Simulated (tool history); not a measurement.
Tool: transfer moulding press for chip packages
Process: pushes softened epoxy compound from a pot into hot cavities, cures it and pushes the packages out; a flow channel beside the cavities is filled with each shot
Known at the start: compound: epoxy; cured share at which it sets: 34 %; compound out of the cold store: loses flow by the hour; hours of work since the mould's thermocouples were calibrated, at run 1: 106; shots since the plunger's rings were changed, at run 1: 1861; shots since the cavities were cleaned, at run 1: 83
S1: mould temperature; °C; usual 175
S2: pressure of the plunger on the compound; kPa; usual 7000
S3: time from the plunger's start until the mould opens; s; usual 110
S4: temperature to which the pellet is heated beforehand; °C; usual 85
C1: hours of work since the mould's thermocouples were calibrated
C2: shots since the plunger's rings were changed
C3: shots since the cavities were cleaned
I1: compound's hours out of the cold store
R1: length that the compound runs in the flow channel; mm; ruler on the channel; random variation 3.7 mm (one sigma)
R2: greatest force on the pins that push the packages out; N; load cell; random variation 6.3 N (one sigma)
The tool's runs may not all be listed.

| run | hour | S1 | S2 | S3 | S4 | C1 | C2 | C3 | I1 | R1 | R2 |
|---|---|---|---|---|---|---|---|---|---|---|---|
| 1 | 0.0 | 175 | 7000 | 110 | 85 | 106 | 1861 | 83 | 30.5 | 850 | 288 |
| 2 | 20.0 | 175 | 7000 | 110 | 85 | 115 | 2020 | 242 | 9.6 | 958 | 386 |
| 3 | 44.3 | 175 | 7000 | 110 | 85 | 126 | 2213 | 435 | 39.7 | 796 | 400 |
| 4 | 63.2 | 175 | 7000 | 110 | 88 | 134 | 2364 | 586 | 18.0 | 901 | 443 |
| 5 | 76.0 | 175 | 7000 | 110 | 88 | 140 | 2466 | 688 | 26.8 | 862 | 426 |
| 6 | 88.5 | 175 | 7000 | 110 | 88 | 146 | 2566 | 788 | 25.3 | 862 | 460 |
| 7 | 103.2 | 175 | 7000 | 90 | 85 | 152 | 2682 | 904 | 44.1 | 776 | 637 |
|  | 120.6 | cavities cleaned with cleaning compound and waxed |
| 8 | 121.5 | 175 | 7000 | 90 | 85 | 160 | 2817 | 8 | 31.5 | 830 | 852 |
| 9 | 139.7 | 175 | 7000 | 90 | 85 | 168 | 2962 | 153 | 21.7 | 879 | 833 |
| 10 | 161.6 | 175 | 7000 | 90 | 85 | 178 | 3136 | 327 | 12.2 | 926 | 823 |
|  | 166.7 | cavities cleaned with cleaning compound and waxed, once more |
| 11 | 179.2 | 175 | 7000 | 90 | 85 | 185 | 3264 | 99 | 30.3 | 829 | 437 |
| 12 | 204.4 | 175 | 5750 | 90 | 85 | 197 | 3465 | 300 | 42.0 | 705 | 517 |
| 13 | 227.4 | 175 | 8630 | 110 | 85 | 207 | 3648 | 483 | 29.3 | 927 | 436 |
| 14 | 247.3 | 175 | 8630 | 110 | 85 | 216 | 3806 | 641 | 22.0 | 963 | 470 |
| 15 | 271.3 | 177 | 8180 | 94 | 78 | 227 | 3997 | 832 | 36.0 | 860 | 524 |
| 16 | 288.0 | 172 | 5230 | 94 | 85 | 235 | 4130 | 965 | 14.4 | 797 | 816 |
|  | 299.3 | cavities cleaned with cleaning compound and waxed |
| 17 | 307.4 | 172 | 5230 | 94 | 85 | 243 | 4273 | 64 | 10.9 | 806 | 528 |
| 18 | 318.5 | 169 | 6620 | 105 | 85 | 248 | 4361 | 152 | 47.8 | 739 | 521 |
| 19 | 333.7 | 181 | 8580 | 105 | 83 | 255 | 4482 | 273 | 32.9 | 882 | 330 |
| 20 | 356.3 | 168 | 6280 | 106 | 83 | 265 | 4662 | 453 | 15.9 | 879 | 774 |
|  | 364.3 | plunger's sealing rings changed |
| 21 | 382.9 | 168 | 6080 | 96 | 83 | 276 | 148 | 645 | 16.6 | 903 | 1022 |
| 22 | 400.5 | 168 | 6610 | 96 | 83 | 284 | 289 | 786 | 30.1 | 870 | 987 |
| 23 | 415.9 | 168 | 6610 | 96 | 83 | 291 | 411 | 908 | 34.9 | 843 | 978 |
| 24 | 430.9 | 167 | 7000 | 125 | 85 | 297 | 531 | 1028 | 44.1 | 823 | 628 |
|  | 433.7 | cavities cleaned with cleaning compound and waxed |
| 25 | 456.8 | 167 | 7000 | 125 | 85 | 308 | 725 | 184 | 38.0 | 854 | 452 |
| 26 | 468.9 | 171 | 6140 | 97 | 78 | 314 | 821 | 280 | 41.5 | 772 | 615 |
| 27 | 492.9 | 171 | 6140 | 97 | 78 | 325 | 1012 | 471 | 46.5 | 745 | 694 |
| 28 | 511.6 | 177 | 6140 | 114 | 78 | 333 | 1161 | 620 | 45.7 | 725 | 418 |

Forecast each of these 5 alternatives for the next run:
| A | 537.0 | 177 | 7920 | 125 | 79 | 345 | 1364 | 823 | 23.5 | ? | ? |
| B | 537.0 | 173 | 7530 | 110 | 85 | 345 | 1364 | 823 | 45.9 | ? | ? |
| C | 537.0 | 175 | 6140 | 114 | 78 | 345 | 1364 | 823 | 35.0 | ? | ? |
| D | 537.0 | 182 | 7000 | 92 | 94 | 345 | 1364 | 823 | 22.9 | ? | ? |
| E | 537.0 | 177 | 6960 | 114 | 78 | 345 | 1364 | 823 | 19.5 | ? | ? |

| run | R1 | R2 |
|---|---|---|
| A | 930 | 407 |
| B | 815 | 492 |
| C | 775 | 458 |
| D | 859 | 425 |
| E | 893 | 423 |
Without the tool's hidden state the same runs would have given:
| run | R1 | R2 |
|---|---|---|
| A | 946 | 210 |
| B | 829 | 245 |
| C | 788 | 235 |
| D | 874 | 215 |
| E | 908 | 215 |
